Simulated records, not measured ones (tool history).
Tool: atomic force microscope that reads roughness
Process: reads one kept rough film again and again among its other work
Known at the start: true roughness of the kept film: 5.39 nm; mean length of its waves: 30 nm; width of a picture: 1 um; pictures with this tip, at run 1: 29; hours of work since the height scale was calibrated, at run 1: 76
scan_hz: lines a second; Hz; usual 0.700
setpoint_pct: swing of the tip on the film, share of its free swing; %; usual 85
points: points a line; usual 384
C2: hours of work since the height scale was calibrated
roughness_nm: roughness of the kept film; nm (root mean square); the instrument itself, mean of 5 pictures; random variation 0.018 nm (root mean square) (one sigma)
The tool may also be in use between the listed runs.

{"run": 1, "day": 0.0, "scan_hz": 0.7, "setpoint_pct": 85, "points": 384, "pictures with this tip": 29, "C2": 76, "roughness_nm": 4.185}
{"run": 2, "day": 1.329, "scan_hz": 0.7, "setpoint_pct": 85, "points": 545, "pictures with this tip": 67, "C2": 92, "roughness_nm": 3.938}
{"run": 3, "day": 2.271, "scan_hz": 0.509, "setpoint_pct": 85, "points": 384, "pictures with this tip": 94, "C2": 104, "roughness_nm": 3.756}
{"run": 4, "day": 3.242, "scan_hz": 0.509, "setpoint_pct": 85, "points": 384, "pictures with this tip": 122, "C2": 116, "roughness_nm": 3.594}
{"run": 5, "day": 5.325, "scan_hz": 0.509, "setpoint_pct": 85, "points": 384, "pictures with this tip": 182, "C2": 141, "roughness_nm": 3.287}
{"run": 6, "day": 6.729, "scan_hz": 0.819, "setpoint_pct": 85, "points": 384, "pictures with this tip": 222, "C2": 159, "roughness_nm": 3.058}
{"day": 8.346, "done": "new tip fitted"}
{"run": 7, "day": 8.746, "scan_hz": 0.819, "setpoint_pct": 85, "points": 384, "pictures with this tip": 12, "C2": 183, "roughness_nm": 4.253}
{"run": 8, "day": 10.692, "scan_hz": 0.819, "setpoint_pct": 85, "points": 384, "pictures with this tip": 67, "C2": 207, "roughness_nm": 3.826}
{"run": 9, "day": 12.438, "scan_hz": 0.819, "setpoint_pct": 85, "points": 384, "pictures with this tip": 118, "C2": 229, "roughness_nm": 3.517}
{"run": 10, "day": 13.504, "scan_hz": 0.819, "setpoint_pct": 85, "points": 384, "pictures with this tip": 148, "C2": 242, "roughness_nm": 3.337}
{"run": 11, "day": 14.4, "scan_hz": 1.366, "setpoint_pct": 85, "points": 384, "pictures with this tip": 174, "C2": 253, "roughness_nm": 3.134}
{"run": 12, "day": 16.475, "scan_hz": 0.7, "setpoint_pct": 85, "points": 384, "pictures with this tip": 234, "C2": 279, "roughness_nm": 3.001}
{"day": 17.625, "done": "new tip fitted"}
{"run": 13, "day": 17.962, "scan_hz": 0.725, "setpoint_pct": 85, "points": 384, "pictures with this tip": 10, "C2": 297, "roughness_nm": 4.33}
{"run": 14, "day": 19.667, "scan_hz": 0.7, "setpoint_pct": 85, "points": 384, "pictures with this tip": 59, "C2": 318, "roughness_nm": 3.932}
{"run": 15, "day": 21.267, "scan_hz": 0.7, "setpoint_pct": 85, "points": 384, "pictures with this tip": 104, "C2": 338, "roughness_nm": 3.632}
{"run": 16, "day": 22.917, "scan_hz": 0.7, "setpoint_pct": 85, "points": 384, "pictures with this tip": 152, "C2": 358, "roughness_nm": 3.341}
{"run": 17, "day": 24.308, "scan_hz": 0.7, "setpoint_pct": 85, "points": 384, "pictures with this tip": 192, "C2": 375, "roughness_nm": 3.211}
{"run": 18, "day": 25.892, "scan_hz": 0.7, "setpoint_pct": 85, "points": 384, "pictures with this tip": 237, "C2": 395, "roughness_nm": 2.984}
{"day": 26.983, "done": "new tip fitted"}
{"run": 19, "day": 27.888, "scan_hz": 0.7, "setpoint_pct": 85, "points": 384, "pictures with this tip": 26, "C2": 419, "roughness_nm": 4.242}
{"run": 20, "day": 29.704, "scan_hz": 3.693, "setpoint_pct": 85, "points": 384, "pictures with this tip": 78, "C2": 442, "roughness_nm": 3.413}
{"run": 21, "day": 30.996, "scan_hz": 3.693, "setpoint_pct": 85, "points": 384, "pictures with this tip": 115, "C2": 458, "roughness_nm": 3.195}
{"run": 22, "day": 32.296, "scan_hz": 1.186, "setpoint_pct": 85, "points": 384, "pictures with this tip": 153, "C2": 474, "roughness_nm": 3.338}
{"run": 23, "day": 33.921, "scan_hz": 0.849, "setpoint_pct": 85, "points": 384, "pictures with this tip": 199, "C2": 494, "roughness_nm": 3.166}
{"run": 24, "day": 35.879, "scan_hz": 0.849, "setpoint_pct": 85, "points": 384, "pictures with this tip": 255, "C2": 518, "roughness_nm": 2.893}
{"day": 36.308, "done": "new tip fitted"}
{"run": 25, "day": 37.65, "scan_hz": 0.7, "setpoint_pct": 85, "points": 497, "pictures with this tip": 39, "C2": 539, "roughness_nm": 4.123}
{"run": 26, "day": 38.917, "scan_hz": 0.7, "setpoint_pct": 85, "points": 384, "pictures with this tip": 75, "C2": 555, "roughness_nm": 3.819}
{"run": 27, "day": 41.0, "scan_hz": 0.7, "setpoint_pct": 85, "points": 384, "pictures with this tip": 135, "C2": 581, "roughness_nm": 3.46}
{"run": 28, "day": 43.067, "scan_hz": 0.7, "setpoint_pct": 82, "points": 462, "pictures with this tip": 194, "C2": 606, "roughness_nm": 3.183}
{"run": 29, "day": 43.912, "scan_hz": 3.104, "setpoint_pct": 79, "points": 878, "pictures with this tip": 219, "C2": 617, "roughness_nm": 2.863}
{"day": 45.721, "done": "new tip fitted"}
{"run": 30, "day": 45.879, "scan_hz": 0.575, "setpoint_pct": 70, "points": 977, "pictures with this tip": 4, "C2": 641, "roughness_nm": 4.477}
{"run": 31, "day": 47.054, "scan_hz": 0.575, "setpoint_pct": 70, "points": 977, "pictures with this tip": 38, "C2": 655, "roughness_nm": 4.231}
{"run": 32, "day": 48.721, "scan_hz": 0.928, "setpoint_pct": 63, "points": 977, "pictures with this tip": 86, "C2": 676, "roughness_nm": 3.837}
{"run": 33, "day": 49.692, "scan_hz": 2.949, "setpoint_pct": 85, "points": 561, "pictures with this tip": 114, "C2": 688, "roughness_nm": 3.277}
{"run": 34, "day": 51.004, "scan_hz": 1.724, "setpoint_pct": 89, "points": 384, "pictures with this tip": 152, "C2": 704, "roughness_nm": 3.203}
{"run": 35, "day": 51.975, "scan_hz": 0.598, "setpoint_pct": 74, "points": 409, "pictures with this tip": 179, "C2": 716, "roughness_nm": 3.275}
{"run": 36, "day": 53.729, "scan_hz": 2.007, "setpoint_pct": 60, "points": 888, "pictures with this tip": 230, "C2": 738, "roughness_nm": 3.044}
{"day": 55.008, "done": "new tip fitted"}
{"run": 37, "day": 55.396, "scan_hz": 2.007, "setpoint_pct": 60, "points": 888, "pictures with this tip": 11, "C2": 758, "roughness_nm": 4.387}
{"run": 38, "day": 56.883, "scan_hz": 2.933, "setpoint_pct": 85, "points": 1016, "pictures with this tip": 54, "C2": 776, "roughness_nm": 3.687}
{"run": 39, "day": 58.567, "scan_hz": 2.933, "setpoint_pct": 85, "points": 1016, "pictures with this tip": 102, "C2": 797, "roughness_nm": 3.388}
{"run": 40, "day": 60.638, "scan_hz": 0.7, "setpoint_pct": 88, "points": 1009, "pictures with this tip": 162, "C2": 823, "roughness_nm": 3.344}
{"run": 41, "day": 61.575, "scan_hz": 0.7, "setpoint_pct": 64, "points": 1009, "pictures with this tip": 188, "C2": 834, "roughness_nm": 3.299}
{"run": 42, "day": 62.758, "scan_hz": 3.641, "setpoint_pct": 67, "points": 295, "pictures with this tip": 222, "C2": 849, "roughness_nm": 2.966}
{"day": 64.317, "done": "new tip fitted"}
{"run": 43, "day": 64.708, "scan_hz": 3.641, "setpoint_pct": 67, "points": 295, "pictures with this tip": 11, "C2": 873, "roughness_nm": 4.162}
{"run": 44, "day": 66.642, "scan_hz": 2.172, "setpoint_pct": 79, "points": 589, "pictures with this tip": 66, "C2": 897, "roughness_nm": 3.754}
{"run": 45, "day": 68.458, "scan_hz": 2.503, "setpoint_pct": 79, "points": 736, "pictures with this tip": 118, "C2": 919, "roughness_nm": 3.398}
{"run": 46, "day": 69.308, "scan_hz": 2.503, "setpoint_pct": 79, "points": 736, "pictures with this tip": 143, "C2": 930, "roughness_nm": 3.25}
{"run": 47, "day": 70.867, "scan_hz": 2.503, "setpoint_pct": 79, "points": 736, "pictures with this tip": 188, "C2": 949, "roughness_nm": 3.056}
{"run": 48, "day": 72.833, "scan_hz": 2.503, "setpoint_pct": 60, "points": 736, "pictures with this tip": 244, "C2": 973, "roughness_nm": 2.986}
{"day": 73.662, "done": "new tip fitted"}
{"run": 49, "day": 74.529, "scan_hz": 3.669, "setpoint_pct": 89, "points": 848, "pictures with this tip": 25, "C2": 994, "roughness_nm": 3.646}
{"run": 50, "day": 76.346, "scan_hz": 1.103, "setpoint_pct": 66, "points": 848, "pictures with this tip": 77, "C2": 1016, "roughness_nm": 3.88}
{"run": 51, "day": 77.929, "scan_hz": 0.7, "setpoint_pct": 76, "points": 860, "pictures with this tip": 123, "C2": 1036, "roughness_nm": 3.596}
{"run": 52, "day": 78.983, "scan_hz": 0.741, "setpoint_pct": 68, "points": 261, "pictures with this tip": 153, "C2": 1049, "roughness_nm": 3.385}

4 ways to go on from here, each from the tool as it stands after run 52. What would each give?
{"run": "A", "day": 80.504, "scan_hz": 1.316, "setpoint_pct": 88, "points": 455, "pictures with this tip": 197, "C2": 1068, "roughness_nm": "?"}
{"run": "B", "day": 80.504, "scan_hz": 3.527, "setpoint_pct": 87, "points": 504, "pictures with this tip": 197, "C2": 1068, "roughness_nm": "?"}
{"run": "C", "day": 80.504, "scan_hz": 0.672, "setpoint_pct": 56, "points": 361, "pictures with this tip": 197, "C2": 1068, "roughness_nm": "?"}
{"run": "D", "day": 80.504, "scan_hz": 0.741, "setpoint_pct": 68, "points": 307, "pictures with this tip": 197, "C2": 1068, "roughness_nm": "?"}

run=A roughness_nm=3.073
run=B roughness_nm=2.796
run=C roughness_nm=3.231
run=D roughness_nm=3.215
Without the tool's hidden state the same runs would have given:
run=A roughness_nm=4.329
run=B roughness_nm=3.940
run=C roughness_nm=4.553
run=D roughness_nm=4.529

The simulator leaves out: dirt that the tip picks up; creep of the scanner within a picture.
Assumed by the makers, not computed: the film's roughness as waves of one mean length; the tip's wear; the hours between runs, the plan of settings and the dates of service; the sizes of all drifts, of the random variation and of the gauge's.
